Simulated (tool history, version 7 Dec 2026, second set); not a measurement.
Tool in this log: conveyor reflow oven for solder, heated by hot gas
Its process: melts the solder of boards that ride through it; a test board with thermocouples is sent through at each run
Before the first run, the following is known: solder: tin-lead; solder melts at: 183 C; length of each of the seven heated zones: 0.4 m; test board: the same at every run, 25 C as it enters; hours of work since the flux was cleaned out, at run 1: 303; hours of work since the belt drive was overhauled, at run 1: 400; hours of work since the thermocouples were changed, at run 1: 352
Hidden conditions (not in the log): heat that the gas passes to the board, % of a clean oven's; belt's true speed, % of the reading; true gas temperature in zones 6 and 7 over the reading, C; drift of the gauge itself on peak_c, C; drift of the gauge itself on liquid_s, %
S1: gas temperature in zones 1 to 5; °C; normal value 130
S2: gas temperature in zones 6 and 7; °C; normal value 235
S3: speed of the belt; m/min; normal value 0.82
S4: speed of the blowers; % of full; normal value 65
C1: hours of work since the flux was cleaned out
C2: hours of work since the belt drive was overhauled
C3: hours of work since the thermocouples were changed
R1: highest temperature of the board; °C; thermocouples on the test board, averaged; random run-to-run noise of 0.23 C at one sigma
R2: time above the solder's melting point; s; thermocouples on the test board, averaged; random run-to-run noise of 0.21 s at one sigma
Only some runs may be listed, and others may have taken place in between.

Run 1, hour 0: usual settings; C1 303; C2 400; C3 352. Result: R1 209.8 °C, R2 35.6 s.
Run 2, hour 41: usual settings; C1 334; C2 431; C3 383. Result: R1 209.5 °C, R2 35.6 s.
Run 3, hour 62.2: usual settings but S1 132 °C; C1 350; C2 447; C3 398. Result: R1 210.4 °C, R2 36.4 s.
At hour 70.6: flux residue cleaned out of gas plates and filters.
Run 4, hour 107.9: usual settings but S2 231 °C; C1 28; C2 477; C3 429. Result: R1 209.3 °C, R2 36.3 s.
Run 5, hour 125.7: usual settings but S4 71 % of full; C1 41; C2 490; C3 442. Result: R1 214.9 °C, R2 40.2 s.
Run 6, hour 166.3: usual settings but S4 71 % of full; C1 71; C2 521; C3 472. Result: R1 214 °C, R2 40 s.
Run 7, hour 197.8: usual settings but S3 0.862 m/min, S4 71 % of full; C1 95; C2 544; C3 496. Result: R1 212 °C, R2 35.9 s.
Run 8, hour 235: usual settings; C1 123; C2 572; C3 524. Result: R1 212.8 °C, R2 38.7 s.
Run 9, hour 268.5: usual settings; C1 148; C2 597; C3 549. Result: R1 212.7 °C, R2 38.2 s.
Run 10, hour 285.6: usual settings; C1 161; C2 610; C3 561. Result: R1 212.8 °C, R2 38.3 s.
Run 11, hour 313.4: usual settings but S2 246 °C; C1 181; C2 630; C3 582. Result: R1 221 °C, R2 43.7 s.
At hour 326.6: thermocouples of zones 6 and 7 changed.
Run 12, hour 334: usual settings but S1 127 °C; C1 195; C2 644; C3 6. Result: R1 209.9 °C, R2 35.6 s.
Run 13, hour 352.3: usual settings but S1 127 °C, S3 0.951 m/min; C1 209; C2 658; C3 19. Result: R1 203.2 °C, R2 25.1 s.
Run 14, hour 384.2: usual settings; C1 233; C2 682; C3 43. Result: R1 210.3 °C, R2 36.7 s.
Run 15, hour 401.5: usual settings but S4 53 % of full; C1 245; C2 695; C3 56. Result: R1 206.6 °C, R2 32.9 s.

Estimate the outcome of run 16 from the log above:
Run 16, hour 440.9: usual settings but S3 0.699 m/min; C1 275; C2 724; C3 85. Result: R1 ?, R2 ?.

{"run 16": {"R1": 216.1, "R2": 48.9}}
Were there no unlogged condition in the tool, this run, its random variation unchanged, would have produced R1 217.4 °C, R2 49.2 s.
